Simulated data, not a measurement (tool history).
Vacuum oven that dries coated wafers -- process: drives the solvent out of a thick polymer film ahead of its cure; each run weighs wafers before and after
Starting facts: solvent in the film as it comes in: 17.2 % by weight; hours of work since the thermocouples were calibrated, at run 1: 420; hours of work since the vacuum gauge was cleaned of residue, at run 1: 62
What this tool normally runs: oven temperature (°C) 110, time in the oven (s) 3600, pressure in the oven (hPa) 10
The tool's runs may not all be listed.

run	hour	oven temperature (°C)	time in the oven (s)	pressure in the oven (hPa)	hours of work since the thermocouples were calibrated	hours of work since the vacuum gauge was cleaned of residue	solvent left in the film (%)
1	0	110	3600	10	420	62	2.81
2	7.3	120	3600	10	424	65	1.59
3	17.7	106	3600	10	429	71	3.39
4	31.1	110	4560	10	436	78	2.23
5	37.7	104	4560	10	440	81	3.07
6	48.2	110	2640	10	445	86	3.66
7	62.6	110	2640	10	452	94	3.77
8	71.6	110	4800	10	457	98	2.18
9	80.3	110	4800	10	462	103	2.28
10	87	110	4800	10	465	106	2.2
11	95.2	110	4800	10	469	111	2.24
12	103.6	110	4800	10	474	115	2.12
13	115.5	110	4080	10	480	121	2.34
14	123.2	110	4080	10	484	125	2.54
15	131.1	110	4080	10	488	129	2.5
16	143.9	110	4080	10	494	136	2.43
17	152.7	110	4080	10	499	140	2.42
18	159.4	110	4080	10	502	144	2.35
19	166.6	110	4080	10	506	147	2.45
20	173.9	110	4080	10	510	151	2.46
21	187.4	110	3600	10	517	158	2.9
22	196.1	111	3600	10	521	163	2.58
23	206.4	110	3600	10	527	168	2.88
24	213.9	102	3600	5.7	530	172	3.38
25	227.3	102	3600	5.7	537	179	3.39
26	236.5	102	3600	5.7	542	183	3.4
27	243.8	110	2940	7.6	546	187	3.02
28	251.7	115	4140	10	550	191	1.79
29	263.3	115	4200	18.4	556	197	3.02
30	275.3	113	3840	16	562	203	3.22
31	284.6	106	5220	10	567	208	2.48
# hour 287.3: vacuum gauge cleaned of residue and calibrated
32	294.2	101	3600	22.1	571	4	6.79
33	301.7	101	3600	8.7	575	7	4.27
34	313.7	105	2880	5.9	581	14	3.92
35	326.2	97	3900	18.6	588	20	7.1
# hour 329.6: vacuum gauge cleaned of residue and calibrated, once more
36	339.8	121	6360	25	594	5	2.93
37	350.1	110	2460	10	599	11	3.92
38	357.5	110	2460	10	603	14	3.92
39	366.9	114	3600	10	608	19	2.26
40	377.9	114	4980	8.8	613	25	1.51

What does the tool deliver on the next run?
41	391.3	123	3180	8.8	620	32	?

solvent left in the film (%): 1.31
Take away the tool's hidden state, keep the run-to-run variation as it was, and the same run would have given solvent left in the film (%) 1.21.
